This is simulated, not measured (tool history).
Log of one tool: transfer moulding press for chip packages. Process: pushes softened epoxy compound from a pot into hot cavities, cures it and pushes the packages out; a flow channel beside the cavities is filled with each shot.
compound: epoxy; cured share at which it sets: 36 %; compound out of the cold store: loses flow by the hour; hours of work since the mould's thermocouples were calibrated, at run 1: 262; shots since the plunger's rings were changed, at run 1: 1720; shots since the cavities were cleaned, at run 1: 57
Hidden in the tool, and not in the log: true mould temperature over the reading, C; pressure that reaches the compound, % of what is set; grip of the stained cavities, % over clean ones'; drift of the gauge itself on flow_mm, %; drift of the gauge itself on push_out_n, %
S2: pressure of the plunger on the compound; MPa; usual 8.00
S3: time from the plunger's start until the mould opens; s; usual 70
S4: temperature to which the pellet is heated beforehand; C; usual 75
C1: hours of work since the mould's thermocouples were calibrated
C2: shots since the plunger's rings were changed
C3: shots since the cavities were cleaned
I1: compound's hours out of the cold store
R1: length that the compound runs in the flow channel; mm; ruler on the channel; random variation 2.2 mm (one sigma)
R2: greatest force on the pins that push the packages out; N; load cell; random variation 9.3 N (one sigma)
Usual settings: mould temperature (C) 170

Run 1, day 0.000: usual settings; C1 262; C2 1720; C3 57; I1 42.2. Result: R1 701 mm, R2 442 N.
Run 2, day 0.917: usual settings; C1 272; C2 1937; C3 274; I1 36.6. Result: R1 720 mm, R2 655 N.
Run 3, day 1.821: usual settings; C1 281; C2 2151; C3 488; I1 42.4. Result: R1 700 mm, R2 727 N.
At day 2.654: cavities cleaned with cleaning compound and waxed.
Run 4, day 2.929: usual settings but S3 54 s; C1 292; C2 2399; C3 65; I1 22.2. Result: R1 776 mm, R2 951 N.
Run 5, day 3.821: usual settings but S3 54 s; C1 301; C2 2610; C3 276; I1 21.5. Result: R1 778 mm, R2 1367 N.
Run 6, day 4.488: usual settings but S3 54 s; C1 308; C2 2767; C3 433; I1 14.1. Result: R1 810 mm, R2 1619 N.
At day 5.550: cavities cleaned with cleaning compound and waxed.
Run 7, day 5.579: usual settings but S3 54 s; C1 318; C2 3011; C3 7; I1 29.3. Result: R1 740 mm, R2 813 N.
Run 8, day 6.500: usual settings; C1 328; C2 3229; C3 225; I1 14.5. Result: R1 805 mm, R2 692 N.
Run 9, day 7.338: usual settings but S2 8.35 MPa; C1 336; C2 3427; C3 423; I1 38.4. Result: R1 721 mm, R2 746 N.
Run 10, day 7.829: usual settings but S2 8.35 MPa; C1 341; C2 3543; C3 539; I1 37.9. Result: R1 724 mm, R2 771 N.
At day 8.454: cavities cleaned with cleaning compound and waxed.
Run 11, day 8.483: usual settings but S2 8.35 MPa; C1 347; C2 3684; C3 8; I1 45.1. Result: R1 697 mm, R2 383 N.
Run 12, day 9.396: usual settings but S4 77 C; C1 357; C2 3900; C3 224; I1 28.0. Result: R1 747 mm, R2 652 N.
At day 9.583: plunger's sealing rings changed.
Run 13, day 10.158: usual settings; C1 364; C2 136; C3 379; I1 42.5. Result: R1 708 mm, R2 712 N.
Run 14, day 10.921: usual settings; C1 371; C2 317; C3 560; I1 46.7. Result: R1 692 mm, R2 760 N.
At day 11.483: cavities cleaned with cleaning compound and waxed.
Run 15, day 11.525: usual settings but S2 6.50 MPa, S4 80 C; C1 377; C2 445; C3 10; I1 27.7. Result: R1 692 mm, R2 389 N.
Run 16, day 12.146: usual settings but mould temperature (C) 163, S2 8.25 MPa, S3 60 s, S4 81 C; C1 383; C2 592; C3 157; I1 28.7. Result: R1 785 mm, R2 1256 N.
At day 12.275: mould's thermocouples calibrated.
Run 17, day 13.275: usual settings but mould temperature (C) 163, S2 8.25 MPa, S3 60 s, S4 81 C; C1 10; C2 839; C3 404; I1 21.1. Result: R1 818 mm, R2 1598 N.
Run 18, day 13.825: usual settings but mould temperature (C) 164, S3 75 s; C1 16; C2 969; C3 534; I1 24.9. Result: R1 789 mm, R2 1062 N.
At day 14.446: cavities cleaned with cleaning compound and waxed.
Run 19, day 14.708: usual settings but mould temperature (C) 175, S3 75 s, S4 78 C; C1 24; C2 1164; C3 62; I1 39.5. Result: R1 707 mm, R2 284 N.
Run 20, day 15.388: usual settings but S2 9.90 MPa; C1 31; C2 1324; C3 222; I1 9.1. Result: R1 936 mm, R2 700 N.
At day 15.712: mould's thermocouples calibrated, once more.
Run 21, day 15.950: usual settings but S2 9.90 MPa; C1 2; C2 1437; C3 335; I1 37.5. Result: R1 799 mm, R2 734 N.
Run 22, day 16.779: usual settings but S2 6.21 MPa; C1 11; C2 1634; C3 532; I1 13.2. Result: R1 724 mm, R2 907 N.
At day 17.471: cavities cleaned with cleaning compound and waxed.
Run 23, day 17.604: usual settings but S2 6.21 MPa; C1 19; C2 1815; C3 32; I1 38.9. Result: R1 629 mm, R2 446 N.
Run 24, day 18.654: usual settings but mould temperature (C) 166, S2 6.52 MPa, S3 91 s, S4 74 C; C1 30; C2 2063; C3 280; I1 32.1. Result: R1 675 mm, R2 471 N.
Run 25, day 19.488: usual settings but S2 7.51 MPa, S3 51 s; C1 38; C2 2260; C3 477; I1 8.9. Result: R1 810 mm, R2 1866 N.
At day 20.367: cavities cleaned with cleaning compound and waxed.
Run 26, day 20.592: usual settings but mould temperature (C) 172, S2 6.87 MPa, S3 102 s; C1 49; C2 2507; C3 53; I1 13.2. Result: R1 753 mm, R2 250 N.
Run 27, day 21.496: usual settings but mould temperature (C) 174, S2 8.65 MPa, S3 66 s, S4 69 C; C1 58; C2 2720; C3 266; I1 21.5. Result: R1 801 mm, R2 660 N.
Run 28, day 22.154: usual settings but mould temperature (C) 174, S2 8.60 MPa, S3 94 s, S4 69 C; C1 65; C2 2876; C3 422; I1 36.8. Result: R1 735 mm, R2 398 N.

Forecast each of these 4 alternatives for the next run:
Run A, day 22.817: usual settings but S2 8.58 MPa, S4 79 C; C1 72; C2 3033; C3 579; I1 40.0. Result: R1 ?, R2 ?.
Run B, day 22.817: usual settings but mould temperature (C) 174, S2 6.25 MPa, S3 91 s, S4 69 C; C1 72; C2 3033; C3 579; I1 24.2. Result: R1 ?, R2 ?.
Run C, day 22.817: usual settings but mould temperature (C) 174, S2 8.60 MPa, S3 94 s, S4 76 C; C1 72; C2 3033; C3 579; I1 40.0. Result: R1 ?, R2 ?.
Run D, day 22.817: usual settings but mould temperature (C) 174, S4 67 C; C1 72; C2 3033; C3 579; I1 30.1. Result: R1 ?, R2 ?.

run   R1   R2
  A  731  791
  B  671  441
  C  720  416
  D  737  650
Without the tool's hidden state the same runs would have given:
run   R1   R2
  A  747  384
  B  686  212
  C  736  203
  D  753  311
